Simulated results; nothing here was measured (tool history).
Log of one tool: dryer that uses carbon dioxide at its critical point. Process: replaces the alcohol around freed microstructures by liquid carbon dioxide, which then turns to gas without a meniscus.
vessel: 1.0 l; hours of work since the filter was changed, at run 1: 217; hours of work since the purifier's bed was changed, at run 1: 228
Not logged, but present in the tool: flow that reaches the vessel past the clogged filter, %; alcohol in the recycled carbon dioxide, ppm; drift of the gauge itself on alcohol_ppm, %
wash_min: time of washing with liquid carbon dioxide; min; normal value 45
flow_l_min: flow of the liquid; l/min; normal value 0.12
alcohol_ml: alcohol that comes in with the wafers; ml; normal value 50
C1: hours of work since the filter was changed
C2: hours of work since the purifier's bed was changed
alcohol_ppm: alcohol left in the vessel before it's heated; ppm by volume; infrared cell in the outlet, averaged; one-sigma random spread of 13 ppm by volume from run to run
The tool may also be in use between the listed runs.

Run 1, day 0: usual settings; C1 217; C2 228. Result: alcohol_ppm 1195 ppm by volume.
Run 2, day 0.329: usual settings; C1 221; C2 233. Result: alcohol_ppm 1190 ppm by volume.
At day 0.633: inlet filter changed.
Run 3, day 0.688: usual settings; C1 1; C2 237. Result: alcohol_ppm 900 ppm by volume.
Run 4, day 1.079: usual settings; C1 7; C2 243. Result: alcohol_ppm 925 ppm by volume.
Run 5, day 1.567: usual settings; C1 14; C2 250. Result: alcohol_ppm 925 ppm by volume.
Run 6, day 1.908: usual settings but wash_min 61 min; C1 19; C2 255. Result: alcohol_ppm 289 ppm by volume.
Run 7, day 2.417: usual settings but wash_min 61 min, alcohol_ml 38 ml; C1 26; C2 263. Result: alcohol_ppm 259 ppm by volume.
Run 8, day 2.712: usual settings but wash_min 61 min, alcohol_ml 38 ml; C1 31; C2 267. Result: alcohol_ppm 242 ppm by volume.
Run 9, day 3.1: usual settings but flow_l_min 0.09 l/min; C1 36; C2 273. Result: alcohol_ppm 2555 ppm by volume.
Run 10, day 3.596: usual settings but flow_l_min 0.164 l/min; C1 44; C2 280. Result: alcohol_ppm 296 ppm by volume.
Run 11, day 3.9: usual settings; C1 48; C2 284. Result: alcohol_ppm 937 ppm by volume.
Run 12, day 4.288: usual settings; C1 54; C2 290. Result: alcohol_ppm 1005 ppm by volume.
Run 13, day 4.621: usual settings; C1 59; C2 295. Result: alcohol_ppm 1002 ppm by volume.
Run 14, day 4.962: usual settings but alcohol_ml 66 ml; C1 64; C2 300. Result: alcohol_ppm 1277 ppm by volume.
Run 15, day 5.312: usual settings but wash_min 59 min; C1 69; C2 305. Result: alcohol_ppm 370 ppm by volume.
Run 16, day 5.679: usual settings but wash_min 42 min, alcohol_ml 21 ml; C1 74; C2 311. Result: alcohol_ppm 619 ppm by volume.
Run 17, day 6.033: usual settings but wash_min 42 min, alcohol_ml 21 ml; C1 79; C2 316. Result: alcohol_ppm 620 ppm by volume.
Run 18, day 6.279: usual settings but wash_min 42 min, flow_l_min 0.164 l/min, alcohol_ml 37 ml; C1 83; C2 319. Result: alcohol_ppm 332 ppm by volume.
Run 19, day 6.858: usual settings but alcohol_ml 31 ml; C1 91; C2 328. Result: alcohol_ppm 719 ppm by volume.
Run 20, day 7.208: usual settings but wash_min 38 min, flow_l_min 0.095 l/min, alcohol_ml 38 ml; C1 97; C2 333. Result: alcohol_ppm 2854 ppm by volume.
Run 21, day 7.625: usual settings but wash_min 38 min, flow_l_min 0.095 l/min, alcohol_ml 38 ml; C1 103; C2 339. Result: alcohol_ppm 2913 ppm by volume.
Run 22, day 7.904: usual settings but wash_min 50 min, flow_l_min 0.131 l/min, alcohol_ml 27 ml; C1 107; C2 343. Result: alcohol_ppm 358 ppm by volume.
Run 23, day 8.35: usual settings but wash_min 33 min, flow_l_min 0.131 l/min, alcohol_ml 55 ml; C1 113; C2 350. Result: alcohol_ppm 2422 ppm by volume.
Run 24, day 8.833: usual settings but wash_min 33 min, flow_l_min 0.131 l/min, alcohol_ml 77 ml; C1 120; C2 357. Result: alcohol_ppm 3353 ppm by volume.
Run 25, day 9.354: usual settings but wash_min 33 min, flow_l_min 0.131 l/min, alcohol_ml 77 ml; C1 128; C2 365. Result: alcohol_ppm 3452 ppm by volume.
Run 26, day 9.862: usual settings but wash_min 33 min, flow_l_min 0.131 l/min, alcohol_ml 77 ml; C1 136; C2 372. Result: alcohol_ppm 3404 ppm by volume.
Run 27, day 10.433: usual settings but wash_min 70 min, alcohol_ml 28 ml; C1 144; C2 380. Result: alcohol_ppm 199 ppm by volume.
Run 28, day 10.704: usual settings but wash_min 41 min, flow_l_min 0.161 l/min, alcohol_ml 85 ml; C1 148; C2 384. Result: alcohol_ppm 835 ppm by volume.

Estimate the outcome of run 29 from the log above:
Run 29, day 11.2: usual settings but wash_min 56 min, flow_l_min 0.131 l/min, alcohol_ml 40 ml; C1 155; C2 392. Result: alcohol_ppm ?.

{"run 29": {"alcohol_ppm": 344}}
Were there no unlogged condition in the tool, this run, its random variation unchanged, would have produced alcohol_ppm 144 ppm by volume.
